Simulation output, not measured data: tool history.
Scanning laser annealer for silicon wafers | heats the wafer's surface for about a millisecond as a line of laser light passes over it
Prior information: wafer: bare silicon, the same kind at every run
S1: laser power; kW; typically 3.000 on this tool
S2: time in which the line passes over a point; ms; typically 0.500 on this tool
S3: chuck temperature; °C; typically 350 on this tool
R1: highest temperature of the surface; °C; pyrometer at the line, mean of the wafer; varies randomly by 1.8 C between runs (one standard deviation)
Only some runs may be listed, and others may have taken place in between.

run,hour,S1,S2,S3,R1
1,0.0,3.000,0.500,350,1052
2,29.8,2.653,0.500,350,969
3,78.0,2.863,0.500,350,1019
4,109.6,2.927,0.500,350,1031
# hour 139.9: optics aligned, line set to its width
5,156.9,2.927,0.500,350,1041
6,204.8,2.927,0.500,378,1067
7,263.1,2.927,0.500,378,1062
8,300.9,2.927,0.500,378,1064
9,349.4,2.927,0.500,378,1060
10,374.8,3.000,0.359,350,951
11,400.3,3.000,0.500,350,1046
12,424.4,3.000,0.500,331,1027
13,482.8,3.000,0.500,341,1036
14,508.1,3.000,0.500,350,1042
15,532.6,3.000,0.500,350,1038
16,587.8,3.002,0.431,372,1016
17,641.1,3.226,0.469,353,1069
18,697.4,3.226,0.469,353,1071
# hour 710.6: window over the wafer cleaned
19,752.7,3.226,0.469,353,1107
20,790.8,3.226,0.469,353,1104
21,830.0,2.656,0.451,340,935
22,889.3,3.097,0.513,312,1056
23,928.9,2.577,0.426,321,880
24,980.4,3.242,0.431,350,1068
25,1018.1,3.242,0.431,350,1061
# hour 1045.1: optics aligned, line set to its width
26,1072.5,2.987,0.429,363,1029
27,1098.1,2.987,0.429,354,1022
28,1124.0,2.987,0.429,354,1015
29,1151.0,2.987,0.429,354,1015
30,1183.1,3.249,0.597,373,1212

Each row is a separate what-if for the run after 30, all from the same tool condition, not one after another. Results?
A,1208.7,3.016,0.389,373,?
B,1208.7,3.203,0.617,332,?
C,1208.7,3.249,0.451,373,?
D,1208.7,3.000,0.523,346,?
E,1208.7,3.249,0.555,336,?

run,R1
A,1009
B,1172
C,1112
D,1069
E,1145
What these runs would have given with no unlogged condition in the tool:
run,R1
A,1028
B,1197
C,1134
D,1091
E,1169
